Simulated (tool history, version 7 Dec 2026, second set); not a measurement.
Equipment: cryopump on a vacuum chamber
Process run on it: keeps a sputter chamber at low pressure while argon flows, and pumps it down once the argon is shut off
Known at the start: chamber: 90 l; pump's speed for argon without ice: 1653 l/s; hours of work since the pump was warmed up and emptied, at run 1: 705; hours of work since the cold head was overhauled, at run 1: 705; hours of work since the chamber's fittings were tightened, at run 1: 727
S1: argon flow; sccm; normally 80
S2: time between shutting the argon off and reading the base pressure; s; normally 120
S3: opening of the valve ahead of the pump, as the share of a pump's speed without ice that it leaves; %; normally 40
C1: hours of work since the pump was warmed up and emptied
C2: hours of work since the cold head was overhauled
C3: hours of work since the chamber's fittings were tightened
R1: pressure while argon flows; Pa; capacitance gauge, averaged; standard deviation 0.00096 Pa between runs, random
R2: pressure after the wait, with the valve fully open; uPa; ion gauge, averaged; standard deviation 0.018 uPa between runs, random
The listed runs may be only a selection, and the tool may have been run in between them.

run   hour   S1   S2  S3   C1   C2   C3      R1    R2
  1    0.0   80  120  40  705  705  727  0.2344  0.60
  2   37.8   80  120  40  722  722  743  0.2351  0.56
  3   68.5   80  120  40  736  736  757  0.2335  0.57
  4  103.2   80  120  40  751  751  773  0.2344  0.56
  5  123.7   80  237  40  760  760  782  0.2353  0.47
  6  157.6   80  237  40  776  776  797  0.2366  0.48
  7  180.9   80  237  40  786  786  807  0.2376  0.46
  8  219.1   80  237  40  803  803  825  0.2369  0.51
  9  254.6   80  144  40  819  819  840  0.2395  0.60
 10  280.9   38  120  38  831  831  852  0.1185  0.61
 11  307.6   62  120  32  843  843  864  0.2275  0.61
 12  328.3   80   87  40  852  852  873  0.2408  0.68
 13  354.2  143   98  46  864  864  885  0.3841  0.62
 14  377.8   80  120  54  874  874  896  0.1883  0.62
 15  405.2   81  120  40  886  886  908  0.2463  0.61
 16  435.7   80   27  50  900  900  921  0.2033  1.29
     458.9  -- pump warmed up, emptied and cooled again
 17  470.1   80   30  48    5  913  935  0.1726  1.10

Consider 4 possible next runs. They are alternatives, not a sequence: every one starts from the tool as it was left by run 17. What does each give?
  A  499.6  150   30  23  18  926  948   ?   ?
  B  499.6   50  224  54  18  926  948   ?   ?
  C  499.6  138  161  21  18  926  948   ?   ?
  D  499.6   80   91  48  18  926  948   ?   ?

run      R1    R2
  A  0.6674  1.06
  B  0.0954  0.42
  C  0.6766  0.42
  D  0.1720  0.55
With the hidden condition removed and each run's random variation left untouched, the same runs would have given:
run      R1    R2
  A  0.6645  0.95
  B  0.0944  0.30
  C  0.6738  0.31
  D  0.1704  0.43

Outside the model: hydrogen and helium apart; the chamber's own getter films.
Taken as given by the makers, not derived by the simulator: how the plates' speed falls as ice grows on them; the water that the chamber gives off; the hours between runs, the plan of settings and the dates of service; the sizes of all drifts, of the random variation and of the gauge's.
